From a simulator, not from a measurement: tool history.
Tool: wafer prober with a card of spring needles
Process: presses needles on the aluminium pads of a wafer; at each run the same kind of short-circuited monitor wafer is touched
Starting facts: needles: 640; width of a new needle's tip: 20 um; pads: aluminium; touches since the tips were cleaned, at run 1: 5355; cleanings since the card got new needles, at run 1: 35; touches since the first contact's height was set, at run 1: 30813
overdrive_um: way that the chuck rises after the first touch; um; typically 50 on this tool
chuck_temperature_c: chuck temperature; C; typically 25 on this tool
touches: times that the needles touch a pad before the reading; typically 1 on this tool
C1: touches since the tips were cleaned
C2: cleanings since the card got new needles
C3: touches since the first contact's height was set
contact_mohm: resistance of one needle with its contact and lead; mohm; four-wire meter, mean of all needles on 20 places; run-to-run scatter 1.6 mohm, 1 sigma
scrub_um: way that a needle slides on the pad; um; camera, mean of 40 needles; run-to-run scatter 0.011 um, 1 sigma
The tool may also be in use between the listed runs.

Run 1, hour 0: usual settings; C1 5355; C2 35; C3 30813. Result: contact_mohm 229 mohm, scrub_um 11.02 um.
At hour 17.8: tips cleaned on abrasive film.
Run 2, hour 28.4: usual settings; C1 2360; C2 36; C3 37109. Result: contact_mohm 208 mohm, scrub_um 11.01 um.
At hour 56.1: tips cleaned on abrasive film.
Run 3, hour 58.1: usual settings but overdrive_um 31 um; C1 430; C2 37; C3 43688. Result: contact_mohm 217 mohm, scrub_um 6.78 um.
At hour 95: tips cleaned on abrasive film.
Run 4, hour 95: usual settings but overdrive_um 31 um; C1 0; C2 38; C3 51885. Result: contact_mohm 179 mohm, scrub_um 6.77 um.
At hour 133.6: tips cleaned on abrasive film.
At hour 138.5: height of the first contact set anew.
Run 5, hour 140: usual settings but overdrive_um 31 um, chuck_temperature_c 95 C; C1 1343; C2 39; C3 321. Result: contact_mohm 274 mohm, scrub_um 6.72 um.
Run 6, hour 160.3: usual settings but chuck_temperature_c 64 C; C1 5873; C2 39; C3 4851. Result: contact_mohm 237 mohm, scrub_um 10.92 um.
At hour 174.8: tips cleaned on abrasive film.
Run 7, hour 205.8: usual settings but chuck_temperature_c 64 C; C1 6884; C2 40; C3 14935. Result: contact_mohm 235 mohm, scrub_um 10.9 um.
At hour 213.1: tips cleaned on abrasive film.
Run 8, hour 233.8: usual settings; C1 4612; C2 41; C3 21162. Result: contact_mohm 228 mohm, scrub_um 10.87 um.
At hour 253: tips cleaned on abrasive film.
Run 9, hour 254.8: usual settings; C1 394; C2 42; C3 25792. Result: contact_mohm 179 mohm, scrub_um 10.87 um.
Run 10, hour 287.2: usual settings; C1 7603; C2 42; C3 33001. Result: contact_mohm 232 mohm, scrub_um 10.88 um.
At hour 294.7: tips cleaned on abrasive film.
Run 11, hour 326.4: usual settings; C1 7048; C2 43; C3 41714. Result: contact_mohm 236 mohm, scrub_um 10.84 um.
At hour 335: tips cleaned on abrasive film.
Run 12, hour 346.7: usual settings; C1 2604; C2 44; C3 46202. Result: contact_mohm 222 mohm, scrub_um 10.83 um.
At hour 373.8: tips cleaned on abrasive film.
Run 13, hour 373.8: usual settings; C1 0; C2 45; C3 52209. Result: contact_mohm 166 mohm, scrub_um 10.82 um.
Run 14, hour 399.6: usual settings; C1 5740; C2 45; C3 57949. Result: contact_mohm 233 mohm, scrub_um 10.83 um.
At hour 411.2: height of the first contact set anew, once more.
At hour 415: tips cleaned on abrasive film.
Run 15, hour 433: usual settings; C1 4011; C2 46; C3 4825. Result: contact_mohm 226 mohm, scrub_um 11.06 um.
At hour 453.8: tips cleaned on abrasive film.
Run 16, hour 457.4: usual settings but touches 2; C1 809; C2 47; C3 10228. Result: contact_mohm 178 mohm, scrub_um 11.05 um.
At hour 493: tips cleaned on abrasive film.
Run 17, hour 495.9: usual settings but touches 2; C1 646; C2 48; C3 18776. Result: contact_mohm 173 mohm, scrub_um 11.03 um.
At hour 532.6: tips cleaned on abrasive film.
Run 18, hour 536.9: usual settings but overdrive_um 45 um, chuck_temperature_c 41 C, touches 2; C1 956; C2 49; C3 27869. Result: contact_mohm 185 mohm, scrub_um 9.9 um.
At hour 571.1: tips cleaned on abrasive film.
Run 19, hour 582.1: usual settings but overdrive_um 33 um, chuck_temperature_c 50 C, touches 3; C1 2460; C2 50; C3 37904. Result: contact_mohm 215 mohm, scrub_um 7.23 um.
At hour 609.8: tips cleaned on abrasive film.
Run 20, hour 612.4: usual settings but overdrive_um 33 um, chuck_temperature_c 50 C, touches 3; C1 582; C2 51; C3 44620. Result: contact_mohm 195 mohm, scrub_um 7.21 um.
At hour 649.7: tips cleaned on abrasive film.
Run 21, hour 652.8: usual settings but overdrive_um 32 um, chuck_temperature_c 86 C; C1 702; C2 52; C3 53589. Result: contact_mohm 238 mohm, scrub_um 6.96 um.
At hour 689.6: tips cleaned on abrasive film.
At hour 689.9: height of the first contact set anew.
Run 22, hour 695.1: usual settings but overdrive_um 32 um, chuck_temperature_c 86 C; C1 1152; C2 53; C3 1152. Result: contact_mohm 261 mohm, scrub_um 7.08 um.
At hour 729.4: tips cleaned on abrasive film.
Run 23, hour 738.5: usual settings but overdrive_um 68 um, touches 3; C1 2022; C2 54; C3 10783. Result: contact_mohm 164 mohm, scrub_um 15.03 um.
Run 24, hour 758.8: usual settings but overdrive_um 35 um, touches 3; C1 6547; C2 54; C3 15308. Result: contact_mohm 217 mohm, scrub_um 7.71 um.
At hour 768.2: tips cleaned on abrasive film.
Run 25, hour 783.5: usual settings but overdrive_um 39 um, chuck_temperature_c 27 C; C1 3409; C2 55; C3 20767. Result: contact_mohm 264 mohm, scrub_um 8.6 um.
At hour 807.7: tips cleaned on abrasive film.
Run 26, hour 814.8: usual settings but overdrive_um 39 um, chuck_temperature_c 27 C; C1 1581; C2 56; C3 27705. Result: contact_mohm 238 mohm, scrub_um 8.59 um.
Run 27, hour 838: usual settings but overdrive_um 36 um, chuck_temperature_c 98 C; C1 6743; C2 56; C3 32867. Result: contact_mohm 303 mohm, scrub_um 7.91 um.
At hour 846.8: tips cleaned on abrasive film.
Run 28, hour 869.4: usual settings but overdrive_um 43 um, chuck_temperature_c 71 C; C1 5022; C2 57; C3 39841. Result: contact_mohm 258 mohm, scrub_um 9.43 um.
At hour 886.4: tips cleaned on abrasive film.
Run 29, hour 897.3: usual settings but overdrive_um 43 um, chuck_temperature_c 71 C, touches 2; C1 2445; C2 58; C3 46033. Result: contact_mohm 216 mohm, scrub_um 9.45 um.
Run 30, hour 923.9: usual settings but overdrive_um 40 um, chuck_temperature_c 29 C; C1 8351; C2 58; C3 51939. Result: contact_mohm 279 mohm, scrub_um 8.77 um.
At hour 927.9: tips cleaned on abrasive film.
Run 31, hour 955.8: usual settings but overdrive_um 40 um, chuck_temperature_c 29 C; C1 6208; C2 59; C3 59019. Result: contact_mohm 280 mohm, scrub_um 8.76 um.
At hour 966.8: tips cleaned on abrasive film.
At hour 967.1: height of the first contact set anew.
Run 32, hour 979.3: usual settings but overdrive_um 40 um, chuck_temperature_c 29 C; C1 2723; C2 60; C3 2723. Result: contact_mohm 259 mohm, scrub_um 8.85 um.
At hour 1007: tips cleaned on abrasive film.
Run 33, hour 1009.8: usual settings but overdrive_um 54 um, chuck_temperature_c 34 C; C1 616; C2 61; C3 9479. Result: contact_mohm 178 mohm, scrub_um 11.93 um.
Run 34, hour 1039.4: usual settings but chuck_temperature_c 96 C; C1 7202; C2 61; C3 16065. Result: contact_mohm 240 mohm, scrub_um 11.05 um.

Predict each of these 3 candidate next runs independently; none follows another, all start after run 34:
At hour 1046: tips cleaned on abrasive film.
Run A, hour 1072: usual settings but chuck_temperature_c 58 C; C1 5775; C2 62; C3 23296. Result: contact_mohm ?, scrub_um ?.
At hour 1046: tips cleaned on abrasive film.
Run B, hour 1072: usual settings but overdrive_um 58 um, chuck_temperature_c 95 C, touches 2; C1 5775; C2 62; C3 23296. Result: contact_mohm ?, scrub_um ?.
At hour 1046: tips cleaned on abrasive film.
Run C, hour 1072: usual settings but overdrive_um 55 um, chuck_temperature_c 96 C, touches 2; C1 5775; C2 62; C3 23296. Result: contact_mohm ?, scrub_um ?.

run  contact_mohm  scrub_um
  A           241     11.02
  B           198     12.81
  C           204     12.15
Stripped of hidden state, with their random variation kept, the same runs would have yielded:
run  contact_mohm  scrub_um
  A           167     11.06
  B           166     12.85
  C           169     12.19
